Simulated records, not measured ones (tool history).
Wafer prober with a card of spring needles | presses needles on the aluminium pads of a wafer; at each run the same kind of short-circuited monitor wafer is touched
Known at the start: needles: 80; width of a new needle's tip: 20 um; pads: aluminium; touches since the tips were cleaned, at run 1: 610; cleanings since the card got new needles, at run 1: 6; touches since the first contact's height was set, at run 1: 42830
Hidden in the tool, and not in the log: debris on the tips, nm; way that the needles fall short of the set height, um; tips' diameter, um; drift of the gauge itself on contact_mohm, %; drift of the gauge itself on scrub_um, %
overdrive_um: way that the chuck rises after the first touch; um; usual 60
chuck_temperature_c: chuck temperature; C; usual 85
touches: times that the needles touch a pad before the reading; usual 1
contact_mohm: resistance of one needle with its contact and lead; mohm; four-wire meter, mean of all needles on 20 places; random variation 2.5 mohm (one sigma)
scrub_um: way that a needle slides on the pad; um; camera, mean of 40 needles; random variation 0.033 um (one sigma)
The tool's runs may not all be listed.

run	day	overdrive_um	chuck_temperature_c	touches	touches since the tips were cleaned	cleanings since the card got new needles	touches since the first contact's height was set	contact_mohm	scrub_um
1	0	60	85	1	610	6	42830	331	15.89
2	0.175	60	85	1	2586	6	44806	385	15.89
3	0.338	60	85	1	4441	6	46661	394	15.8
4	0.496	60	86	1	6277	6	48497	405	15.89
# day 0.55: tips cleaned on abrasive film
5	0.762	60	86	1	2426	7	51511	377	15.86
6	0.946	60	85	1	4481	7	53566	399	15.83
# day 1.146: tips cleaned on abrasive film
7	1.167	60	85	1	244	8	56078	310	15.76
8	1.371	60	85	1	2551	8	58385	372	15.81
9	1.683	60	85	1	6130	8	61964	409	15.86
# day 1.742: tips cleaned on abrasive film
10	1.912	60	85	1	1974	9	64528	371	15.75
11	2.171	40	29	1	4926	9	67480	553	10.48
# day 2.329: tips cleaned on abrasive film
12	2.454	40	103	2	1443	10	70663	392	10.41
13	2.629	71	103	2	3449	10	72669	333	18.71
14	2.804	60	43	1	5444	10	74664	395	15.75
# day 2.938: tips cleaned on abrasive film
15	3.021	60	32	1	976	11	77087	337	15.7
16	3.238	73	40	1	3444	11	79555	347	19.14
# day 3.533: tips cleaned on abrasive film
17	3.558	73	40	1	271	12	83179	285	19.16
18	3.871	78	85	1	3845	12	86753	344	20.51
19	4.108	52	85	3	6553	12	89461	346	13.63

How the hidden state differs across the entries between the runs, from the last listed run before each to the first after it:
Between runs 4 and 5: tips cleaned on abrasive film (day 0.55)
  debris on the tips, nm: 68.4 -> 49.7; way that the needles fall short of the set height, um: 0.49 -> 0.58; tips' diameter, um: 20.17 -> 20.2
  measured less the result without the state, contact_mohm: +118 -> +88 mohm; scrub_um: -0.13 -> -0.15 um
Between runs 6 and 7: tips cleaned on abrasive film (day 1.146)
  debris on the tips, nm: 64 -> 11.7; way that the needles fall short of the set height, um: 0.58 -> 0.65; tips' diameter, um: 20.2 -> 20.23
  measured less the result without the state, contact_mohm: +112 -> +21 mohm; scrub_um: -0.15 -> -0.18 um
Between runs 9 and 10: tips cleaned on abrasive film (day 1.742)
  debris on the tips, nm: 68 -> 46.7; way that the needles fall short of the set height, um: 0.65 -> 0.74; tips' diameter, um: 20.23 -> 20.26
  measured less the result without the state, contact_mohm: +120 -> +83 mohm; scrub_um: -0.17 -> -0.19 um
Between runs 11 and 12: tips cleaned on abrasive film (day 2.329)
  debris on the tips, nm: 65.2 -> 38.1; way that the needles fall short of the set height, um: 0.74 -> 0.82; tips' diameter, um: 20.26 -> 20.29
  measured less the result without the state, contact_mohm: +272 -> +85 mohm; scrub_um: -0.2 -> -0.22 um
Between runs 14 and 15: tips cleaned on abrasive film (day 2.938)
  debris on the tips, nm: 67.1 -> 33.2; way that the needles fall short of the set height, um: 0.82 -> 0.9; tips' diameter, um: 20.29 -> 20.31
  measured less the result without the state, contact_mohm: +125 -> +65 mohm; scrub_um: -0.22 -> -0.24 um
Between runs 16 and 17: tips cleaned on abrasive film (day 3.533)
  debris on the tips, nm: 59.8 -> 15.4; way that the needles fall short of the set height, um: 0.9 -> 0.99; tips' diameter, um: 20.31 -> 20.35
  measured less the result without the state, contact_mohm: +80 -> +21 mohm; scrub_um: -0.24 -> -0.26 um

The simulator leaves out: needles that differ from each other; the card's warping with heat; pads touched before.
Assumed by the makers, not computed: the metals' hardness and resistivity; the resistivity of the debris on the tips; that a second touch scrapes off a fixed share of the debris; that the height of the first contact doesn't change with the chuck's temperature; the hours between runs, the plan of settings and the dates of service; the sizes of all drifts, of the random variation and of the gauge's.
